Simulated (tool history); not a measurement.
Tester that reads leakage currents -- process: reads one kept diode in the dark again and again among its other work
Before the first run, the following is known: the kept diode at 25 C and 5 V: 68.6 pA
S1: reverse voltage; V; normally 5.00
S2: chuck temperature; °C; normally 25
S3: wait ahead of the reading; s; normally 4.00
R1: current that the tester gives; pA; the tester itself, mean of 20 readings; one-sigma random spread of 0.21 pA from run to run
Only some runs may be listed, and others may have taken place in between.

| run | hour | S1 | S2 | S3 | R1 |
|---|---|---|---|---|---|
| 1 | 0.0 | 5.00 | 25 | 4.00 | 76.57 |
|  | 24.7 | chuck's temperature calibrated |
| 2 | 53.5 | 5.00 | 25 | 4.00 | 70.59 |
| 3 | 140.8 | 5.00 | 25 | 0.42 | 74.17 |
| 4 | 201.2 | 4.34 | 25 | 4.00 | 68.49 |
| 5 | 266.4 | 4.34 | 25 | 4.00 | 68.67 |
| 6 | 317.8 | 14.29 | 25 | 4.00 | 107.23 |
| 7 | 424.5 | 5.00 | 25 | 4.00 | 73.45 |
| 8 | 501.2 | 5.00 | 25 | 4.00 | 73.84 |
| 9 | 550.8 | 5.00 | 25 | 4.00 | 74.50 |
| 10 | 607.7 | 5.00 | 25 | 4.00 | 75.00 |
| 11 | 696.0 | 5.00 | 25 | 4.00 | 75.80 |
| 12 | 784.2 | 1.50 | 59 | 0.33 | 794.03 |
|  | 794.1 | chuck's temperature calibrated |
| 13 | 842.1 | 6.57 | 59 | 4.73 | 1267.36 |
| 14 | 942.8 | 6.57 | 59 | 4.73 | 1290.42 |
| 15 | 1014.0 | 5.00 | 42 | 0.42 | 317.73 |
| 16 | 1086.1 | 9.67 | 25 | 1.49 | 96.57 |
| 17 | 1190.3 | 9.29 | 27 | 0.62 | 116.26 |
| 18 | 1254.5 | 5.00 | 43 | 4.00 | 346.93 |
| 19 | 1324.9 | 5.00 | 43 | 4.00 | 348.85 |
| 20 | 1385.6 | 5.00 | 43 | 4.00 | 352.42 |
| 21 | 1464.3 | 2.71 | 37 | 1.16 | 174.83 |

Here are 3 independent what-if runs from the current tool condition. What would each one return?
| A | 1520.6 | 1.24 | 59 | 3.41 | ? |
| B | 1520.6 | 3.85 | 36 | 3.58 | ? |
| C | 1520.6 | 2.71 | 35 | 0.65 | ? |

| run | R1 |
|---|---|
| A | 754.01 |
| B | 182.90 |
| C | 149.61 |
Stripped of hidden state, with their random variation kept, the same runs would have yielded:
| run | R1 |
|---|---|
| A | 698.71 |
| B | 166.45 |
| C | 136.34 |
